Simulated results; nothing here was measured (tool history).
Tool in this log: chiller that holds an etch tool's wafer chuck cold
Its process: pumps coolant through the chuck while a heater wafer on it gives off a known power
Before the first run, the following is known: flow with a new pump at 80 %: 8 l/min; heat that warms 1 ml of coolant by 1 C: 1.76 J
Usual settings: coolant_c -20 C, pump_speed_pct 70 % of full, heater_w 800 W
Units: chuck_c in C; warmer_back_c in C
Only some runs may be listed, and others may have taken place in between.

run    hour  coolant_c  pump_speed_pct  heater_w  chuck_c  warmer_back_c
  1     0.0        -20              70       800    -13.1           4.06
  2    56.4        -20              70       800    -12.8           4.10
  3   111.9        -20              70       800    -12.9           4.04
  4   175.7        -20              70       800    -12.8           4.06
  5   222.4        -20              70       860    -12.4           4.33
  6   269.3        -20              70       860    -12.5           4.36
  7   295.1        -20              70       800    -12.8           4.06
  8   329.7        -20              70       800    -12.9           4.05
  9   390.8        -20              70       800    -12.7           4.11
 10   417.0        -20              70       800    -12.8           3.99
 11   462.6        -24              70       800    -17.0           4.14
 12   519.6        -24              70       800    -16.9           4.06
 13   574.7        -20              70       800    -12.8           4.03
 14   623.1        -20              70       800    -12.6           4.06
 15   681.1        -20              70       800    -12.8           4.02
 16   712.0        -20              70       800    -12.8           4.10
 17   770.8        -25              66       800    -17.4           4.40
 18   807.6        -20              70      1036    -10.6           5.29
      814.6  -- chiller's thermometer calibrated
 19   844.8        -21              70      1036    -11.4           5.25
 20   881.2        -21              95       820    -14.9           2.99
 21   937.5        -15              80       636     -9.8           2.83
 22   977.7        -13              80       770     -6.4           3.41
      988.2  -- chiller's thermometer calibrated, once more
 23  1035.8        -30              90       806    -23.9           3.13
 24  1070.1        -11              66       800     -3.6           4.29
 25  1126.5        -14              89      1176     -5.2           4.67
 26  1172.8        -24              82      1133    -15.0           4.88
 27  1226.3        -24              89      1133    -15.5           4.42
 28  1270.8        -18              99       511    -14.6           1.82
 29  1325.9        -23              79       800    -16.3           3.61
 30  1353.1        -20              91       927    -13.2           3.54
 31  1410.6        -20              74      1058    -10.9           5.13

For some of the steps in chuck_c from one run to the next: how much would appear even if the tool had no hidden state, given the settings, what came in and random variation, and how much remains for the hidden state plus any gauge scatter that the measured result and the result without hidden state don't share?
What the log doesn't record here: heat passed by the chuck's channels, % of clean ones'; flow at a given pump speed, % of a new pump's; coolant's true temperature over the reading, C; drift of the gauge itself on chuck_c, C; drift of the gauge itself on warmer_back_c, C.
Run 19 -> 20: pump_speed_pct 70 -> 95, heater_w 1036 -> 820. chuck_c -3.5 C: hidden state -0.3, all else -3.2.
Run 22 -> 23: coolant_c -13 -> -30, pump_speed_pct 80 -> 90, heater_w 770 -> 806, chiller's thermometer calibrated, once more. chuck_c -17.5 C: hidden state -0.4, all else -17.1.
Run 23 -> 24: coolant_c -30 -> -11, pump_speed_pct 90 -> 66, heater_w 806 -> 800. chuck_c +20.3 C: hidden state +0.2, all else +20.1.
Run 25 -> 26: coolant_c -14 -> -24, pump_speed_pct 89 -> 82, heater_w 1176 -> 1133. chuck_c -9.8 C: hidden state +0.0, all else -9.8.
Run 27 -> 28: coolant_c -24 -> -18, pump_speed_pct 89 -> 99, heater_w 1133 -> 511. chuck_c +0.9 C: hidden state -0.5, all else +1.4.
